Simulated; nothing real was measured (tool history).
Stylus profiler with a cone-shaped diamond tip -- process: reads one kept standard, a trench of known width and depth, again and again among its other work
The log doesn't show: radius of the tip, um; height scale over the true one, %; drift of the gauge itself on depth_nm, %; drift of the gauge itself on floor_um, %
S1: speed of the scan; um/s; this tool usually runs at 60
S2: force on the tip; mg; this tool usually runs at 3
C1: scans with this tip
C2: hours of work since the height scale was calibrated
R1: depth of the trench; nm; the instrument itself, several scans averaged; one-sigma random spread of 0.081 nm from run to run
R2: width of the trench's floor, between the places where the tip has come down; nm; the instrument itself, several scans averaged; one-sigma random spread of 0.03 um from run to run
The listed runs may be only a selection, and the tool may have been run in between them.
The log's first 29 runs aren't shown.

{"run": 30, "hour": 361.3, "S1": 51, "S2": 5.42, "C1": 4762, "C2": 371, "R1": 205.5, "R2": 96980}
{"run": 31, "hour": 377.9, "S1": 125, "S2": 3.2, "C1": 4860, "C2": 379, "R1": 204.02, "R2": 96450}
{"run": 32, "hour": 391.5, "S1": 125, "S2": 3.2, "C1": 4939, "C2": 385, "R1": 203.91, "R2": 96440}
{"run": 33, "hour": 408.3, "S1": 84, "S2": 1.32, "C1": 5037, "C2": 393, "R1": 202.36, "R2": 96400}
{"run": 34, "hour": 424.1, "S1": 126, "S2": 3.27, "C1": 5129, "C2": 400, "R1": 203.93, "R2": 96440}
{"run": 35, "hour": 441.0, "S1": 51, "S2": 7.04, "C1": 5228, "C2": 408, "R1": 206.5, "R2": 96960}
{"run": 36, "hour": 450.9, "S1": 198, "S2": 5.88, "C1": 5286, "C2": 412, "R1": 205.87, "R2": 96260}
{"run": 37, "hour": 467.3, "S1": 56, "S2": 1.15, "C1": 5381, "C2": 420, "R1": 202.2, "R2": 96580}
{"run": 38, "hour": 478.9, "S1": 193, "S2": 3, "C1": 5449, "C2": 425, "R1": 203.75, "R2": 95970}
{"run": 39, "hour": 490.5, "S1": 24, "S2": 1.88, "C1": 5517, "C2": 430, "R1": 202.81, "R2": 96880}
{"run": 40, "hour": 507.4, "S1": 103, "S2": 1.21, "C1": 5615, "C2": 438, "R1": 202.15, "R2": 96170}
{"run": 41, "hour": 517.2, "S1": 16, "S2": 6.4, "C1": 5672, "C2": 442, "R1": 206.05, "R2": 96920}
{"run": 42, "hour": 532.4, "S1": 138, "S2": 2.91, "C1": 5761, "C2": 449, "R1": 203.69, "R2": 96210}
{"run": 43, "hour": 540.1, "S1": 201, "S2": 1.83, "C1": 5806, "C2": 453, "R1": 202.71, "R2": 95530}
{"run": 44, "hour": 548.1, "S1": 201, "S2": 1.83, "C1": 5853, "C2": 456, "R1": 202.79, "R2": 95590}
{"run": 45, "hour": 563.3, "S1": 38, "S2": 1.59, "C1": 5942, "C2": 463, "R1": 202.58, "R2": 96660}
{"run": 46, "hour": 577.6, "S1": 28, "S2": 4.98, "C1": 6025, "C2": 470, "R1": 205.18, "R2": 96920}
{"run": 47, "hour": 588.0, "S1": 137, "S2": 1.07, "C1": 6086, "C2": 475, "R1": 202.08, "R2": 95670}
{"run": 48, "hour": 603.8, "S1": 56, "S2": 3.28, "C1": 6178, "C2": 482, "R1": 204.11, "R2": 96690}

Branching from run 48: 3 alternative next runs. What would each branch give?
{"run": "A", "hour": 616.2, "S1": 56, "S2": 4.9, "C1": 6250, "C2": 487, "R1": "?", "R2": "?"}
{"run": "B", "hour": 616.2, "S1": 60, "S2": 3.28, "C1": 6250, "C2": 487, "R1": "?", "R2": "?"}
{"run": "C", "hour": 616.2, "S1": 216, "S2": 4.42, "C1": 6250, "C2": 487, "R1": "?", "R2": "?"}

run=A R1=205.24 R2=96710
run=B R1=203.88 R2=96670
run=C R1=204.87 R2=95920
Had the tool no hidden state, the same runs would have come out as:
run=A R1=204.97 R2=97770
run=B R1=203.61 R2=97730
run=C R1=204.6 R2=96980
